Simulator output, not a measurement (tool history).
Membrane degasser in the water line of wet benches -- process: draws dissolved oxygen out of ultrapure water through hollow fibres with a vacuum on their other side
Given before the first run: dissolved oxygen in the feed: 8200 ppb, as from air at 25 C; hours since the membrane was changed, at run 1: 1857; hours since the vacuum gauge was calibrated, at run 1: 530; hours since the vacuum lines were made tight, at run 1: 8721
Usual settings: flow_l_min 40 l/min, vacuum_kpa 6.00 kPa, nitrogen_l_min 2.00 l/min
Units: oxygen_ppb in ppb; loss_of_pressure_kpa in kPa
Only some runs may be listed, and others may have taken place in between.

| run | hour | flow_l_min | vacuum_kpa | nitrogen_l_min | hours since the membrane was changed | hours since the vacuum gauge was calibrated | hours since the vacuum lines were made tight | oxygen_ppb | loss_of_pressure_kpa |
|---|---|---|---|---|---|---|---|---|---|
| 1 | 0.0 | 40 | 6.00 | 2.00 | 1857 | 530 | 8721 | 149.6 | 26.66 |
| 2 | 47.2 | 40 | 6.00 | 2.00 | 1904 | 577 | 8768 | 154.7 | 26.56 |
| 3 | 77.8 | 40 | 6.00 | 2.00 | 1934 | 608 | 8799 | 153.8 | 26.69 |
| 4 | 114.2 | 40 | 6.55 | 2.00 | 1971 | 644 | 8835 | 178.7 | 26.57 |
| 5 | 148.9 | 40 | 6.55 | 2.00 | 2006 | 679 | 8870 | 175.2 | 26.79 |
| 6 | 185.6 | 40 | 6.00 | 1.23 | 2042 | 716 | 8907 | 219.5 | 26.94 |
| 7 | 224.2 | 40 | 6.00 | 2.45 | 2081 | 754 | 8945 | 132.2 | 26.81 |
| 8 | 247.2 | 40 | 6.00 | 2.45 | 2104 | 777 | 8968 | 134.0 | 26.76 |
| 9 | 287.5 | 40 | 6.00 | 2.45 | 2144 | 818 | 9009 | 134.2 | 26.82 |
| 10 | 315.9 | 40 | 6.00 | 2.45 | 2173 | 846 | 9037 | 131.5 | 26.67 |
| 11 | 345.3 | 40 | 4.89 | 2.45 | 2202 | 876 | 9067 | 92.4 | 26.99 |
| 12 | 386.8 | 37 | 14.85 | 0.98 | 2243 | 917 | 9108 | 848.5 | 24.71 |
|  | 389.5 | vacuum gauge calibrated |
| 13 | 436.6 | 53 | 8.88 | 1.10 | 2293 | 47 | 9157 | 594.6 | 35.22 |
| 14 | 478.8 | 53 | 8.88 | 1.10 | 2335 | 89 | 9200 | 587.3 | 35.24 |
|  | 488.9 | vacuum gauge calibrated, once more |
| 15 | 509.9 | 53 | 8.88 | 1.10 | 2366 | 21 | 9230 | 582.9 | 35.33 |
| 16 | 552.8 | 63 | 6.00 | 4.51 | 2409 | 64 | 9273 | 258.9 | 42.20 |
| 17 | 598.7 | 63 | 6.00 | 4.51 | 2454 | 110 | 9319 | 261.0 | 42.03 |
| 18 | 645.0 | 31 | 12.24 | 2.16 | 2501 | 156 | 9365 | 302.8 | 21.11 |

Below are 3 alternative next runs, each starting from the tool's condition after run 18. Predict each:
| A | 688.8 | 32 | 7.49 | 2.68 | 2544 | 200 | 9409 | ? | ? |
| B | 688.8 | 64 | 9.28 | 2.16 | 2544 | 200 | 9409 | ? | ? |
| C | 688.8 | 54 | 12.98 | 2.07 | 2544 | 200 | 9409 | ? | ? |

| run | oxygen_ppb | loss_of_pressure_kpa |
|---|---|---|
| A | 127.6 | 21.34 |
| B | 537.9 | 43.08 |
| C | 612.2 | 36.26 |
With the hidden condition removed and each run's random variation left untouched, the same runs would have given:
| run | oxygen_ppb | loss_of_pressure_kpa |
|---|---|---|
| A | 125.3 | 21.17 |
| B | 531.4 | 42.75 |
| C | 606.5 | 35.99 |

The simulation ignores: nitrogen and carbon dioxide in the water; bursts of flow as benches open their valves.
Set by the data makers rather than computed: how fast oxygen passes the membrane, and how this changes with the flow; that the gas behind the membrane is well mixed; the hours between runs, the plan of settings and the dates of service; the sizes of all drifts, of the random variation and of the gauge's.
